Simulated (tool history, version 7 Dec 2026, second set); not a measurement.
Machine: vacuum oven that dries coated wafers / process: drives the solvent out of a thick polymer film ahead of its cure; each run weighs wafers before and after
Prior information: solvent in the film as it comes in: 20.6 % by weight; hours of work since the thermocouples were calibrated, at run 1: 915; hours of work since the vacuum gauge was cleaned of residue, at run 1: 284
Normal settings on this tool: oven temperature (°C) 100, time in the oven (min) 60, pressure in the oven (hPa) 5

run,hour,oven temperature (°C),time in the oven (min),pressure in the oven (hPa),hours of work since the thermocouples were calibrated,hours of work since the vacuum gauge was cleaned of residue,solvent left in the film (%)
1,0,100,60,5,915,284,4.03
2,25.3,100,83,5,930,299,2.45
3,53.4,100,60,5,947,316,3.99
4,69.2,109,60,5,956,326,1.52
5,85.4,109,60,7.79,966,335,1.72
6,109.5,103,60,7.79,980,350,3.2
7,136.1,103,60,7.79,996,365,3.3
8,164.3,103,60,7.79,1013,382,3.22
9,188.9,100,41,5,1028,397,6.05
10,214.1,100,41,5,1043,412,6.12
11,234.1,100,41,5,1055,424,6.02
12,249.3,91,88,9.59,1064,433,5.68
13,268.3,91,88,9.59,1075,444,5.74
14,291.6,91,88,10.18,1089,458,5.8
15,319.6,91,37,2.51,1106,475,9.92

What if the next run were any one of these 5? Each begins from the tool's condition after run 15:
A,332.3,100,71,10.79,1113,482,?
B,332.3,100,32,5.49,1113,482,?
C,332.3,100,60,17.42,1113,482,?
D,332.3,110,78,18.01,1113,482,?
E,332.3,91,52,2.51,1113,482,?

run,solvent left in the film (%)
A,3.59
B,7.51
C,4.96
D,1.83
E,8.01
The same runs, with their run-to-run variation unchanged, on a tool lacking any hidden condition would have given:
run,solvent left in the film (%)
A,3.7
B,7.67
C,5.1
D,1.84
E,8.16

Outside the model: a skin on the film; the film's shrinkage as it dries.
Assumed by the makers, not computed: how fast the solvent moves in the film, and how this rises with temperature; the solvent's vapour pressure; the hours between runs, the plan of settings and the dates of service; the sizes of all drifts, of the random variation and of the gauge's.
